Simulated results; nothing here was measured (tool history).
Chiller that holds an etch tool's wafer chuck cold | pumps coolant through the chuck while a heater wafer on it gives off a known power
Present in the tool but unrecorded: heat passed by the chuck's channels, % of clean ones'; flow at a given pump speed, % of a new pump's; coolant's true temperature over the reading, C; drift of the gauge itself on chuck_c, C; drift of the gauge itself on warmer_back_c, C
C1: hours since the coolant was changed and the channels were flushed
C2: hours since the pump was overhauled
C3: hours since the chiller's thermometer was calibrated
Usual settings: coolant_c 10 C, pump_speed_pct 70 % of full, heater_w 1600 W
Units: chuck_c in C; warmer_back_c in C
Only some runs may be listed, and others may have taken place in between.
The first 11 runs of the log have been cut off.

Run 12, hour 1011.8: usual settings but coolant_c 14 C; C1 4428; C2 2719; C3 3177. Result: chuck_c 29.6 C, warmer_back_c 6.93 C.
Run 13, hour 1078.1: usual settings but coolant_c 14 C; C1 4494; C2 2786; C3 3243. Result: chuck_c 29.7 C, warmer_back_c 6.99 C.
Run 14, hour 1177.7: usual settings but coolant_c 14 C; C1 4594; C2 2885; C3 3342. Result: chuck_c 29.8 C, warmer_back_c 6.96 C.
Run 15, hour 1254.3: usual settings but coolant_c 14 C; C1 4671; C2 2962; C3 3419. Result: chuck_c 29.9 C, warmer_back_c 7 C.
Run 16, hour 1381: usual settings but coolant_c 11 C; C1 4797; C2 3089; C3 3546. Result: chuck_c 26.9 C, warmer_back_c 6.98 C.
Run 17, hour 1483.5: usual settings but coolant_c 11 C, pump_speed_pct 79 % of full, heater_w 977 W; C1 4900; C2 3191; C3 3648. Result: chuck_c 19.5 C, warmer_back_c 3.81 C.
At hour 1527.9: chiller's thermometer calibrated.
Run 18, hour 1608.5: usual settings but coolant_c 11 C, pump_speed_pct 79 % of full, heater_w 1649 W; C1 5024; C2 3315; C3 81. Result: chuck_c 26.1 C, warmer_back_c 6.35 C.
Run 19, hour 1716.8: usual settings but coolant_c 9 C, pump_speed_pct 61 % of full, heater_w 2187 W; C1 5132; C2 3423; C3 189. Result: chuck_c 33.6 C, warmer_back_c 11.07 C.
Run 20, hour 1783.6: usual settings but coolant_c 14 C, pump_speed_pct 66 % of full, heater_w 1857 W; C1 5199; C2 3490; C3 256. Result: chuck_c 33.7 C, warmer_back_c 8.71 C.
Run 21, hour 1866.3: usual settings but coolant_c 9 C, pump_speed_pct 66 % of full, heater_w 1682 W; C1 5282; C2 3573; C3 338. Result: chuck_c 26.7 C, warmer_back_c 7.86 C.
Run 22, hour 1944.9: usual settings but coolant_c 7 C, pump_speed_pct 90 % of full, heater_w 2051 W; C1 5360; C2 3652; C3 417. Result: chuck_c 23.9 C, warmer_back_c 6.97 C.
Run 23, hour 2015.8: usual settings but coolant_c 8 C, pump_speed_pct 76 % of full; C1 5431; C2 3722; C3 488. Result: chuck_c 23.2 C, warmer_back_c 6.47 C.
Run 24, hour 2106.6: usual settings but coolant_c 8 C, pump_speed_pct 76 % of full; C1 5522; C2 3813; C3 579. Result: chuck_c 23.4 C, warmer_back_c 6.44 C.
Run 25, hour 2197.5: usual settings but pump_speed_pct 69 % of full, heater_w 2318 W; C1 5613; C2 3904; C3 670. Result: chuck_c 33.9 C, warmer_back_c 10.45 C.
Run 26, hour 2325.1: usual settings but coolant_c 6 C, pump_speed_pct 75 % of full, heater_w 1220 W; C1 5740; C2 4032; C3 797. Result: chuck_c 17.9 C, warmer_back_c 5.1 C.
Run 27, hour 2384.6: usual settings but coolant_c 6 C, pump_speed_pct 75 % of full, heater_w 1237 W; C1 5800; C2 4091; C3 857. Result: chuck_c 18.1 C, warmer_back_c 5.05 C.
Run 28, hour 2447: usual settings but coolant_c 2 C, pump_speed_pct 75 % of full, heater_w 816 W; C1 5862; C2 4154; C3 919. Result: chuck_c 9.9 C, warmer_back_c 3.39 C.
Run 29, hour 2513: usual settings but coolant_c 13 C, pump_speed_pct 96 % of full, heater_w 816 W; C1 5928; C2 4220; C3 985. Result: chuck_c 19.5 C, warmer_back_c 2.56 C.
Run 30, hour 2627.9: usual settings but pump_speed_pct 88 % of full, heater_w 1724 W; C1 6043; C2 4335; C3 1100. Result: chuck_c 24.8 C, warmer_back_c 6.11 C.
Run 31, hour 2711.2: usual settings but coolant_c 8 C, pump_speed_pct 82 % of full, heater_w 1414 W; C1 6127; C2 4418; C3 1183. Result: chuck_c 21 C, warmer_back_c 5.33 C.
At hour 2796.6: coolant changed, channels flushed.
Run 32, hour 2819.2: usual settings but coolant_c 14 C, heater_w 2330 W; C1 23; C2 4520; C3 1285. Result: chuck_c 36.3 C, warmer_back_c 10.37 C.

4 options for the next run, each taken on its own from the tool as it stands now. Forecast them:
Run A, hour 2926.1: usual settings but pump_speed_pct 69 % of full; C1 129; C2 4627; C3 1392. Result: chuck_c ?, warmer_back_c ?.
Run B, hour 2926.1: usual settings but coolant_c 11 C, pump_speed_pct 63 % of full, heater_w 801 W; C1 129; C2 4627; C3 1392. Result: chuck_c ?, warmer_back_c ?.
Run C, hour 2926.1: usual settings but coolant_c 18 C, pump_speed_pct 60 % of full, heater_w 929 W; C1 129; C2 4627; C3 1392. Result: chuck_c ?, warmer_back_c ?.
Run D, hour 2926.1: usual settings but heater_w 1110 W; C1 129; C2 4627; C3 1392. Result: chuck_c ?, warmer_back_c ?.

run  chuck_c  warmer_back_c
  A     25.5           7.32
  B     19.3           4.04
  C       28           4.94
  D     20.6           4.99
With the hidden condition removed and each run's random variation left untouched, the same runs would have given:
run  chuck_c  warmer_back_c
  A     24.5           6.73
  B     18.8           3.72
  C     27.4           4.55
  D       20           4.58
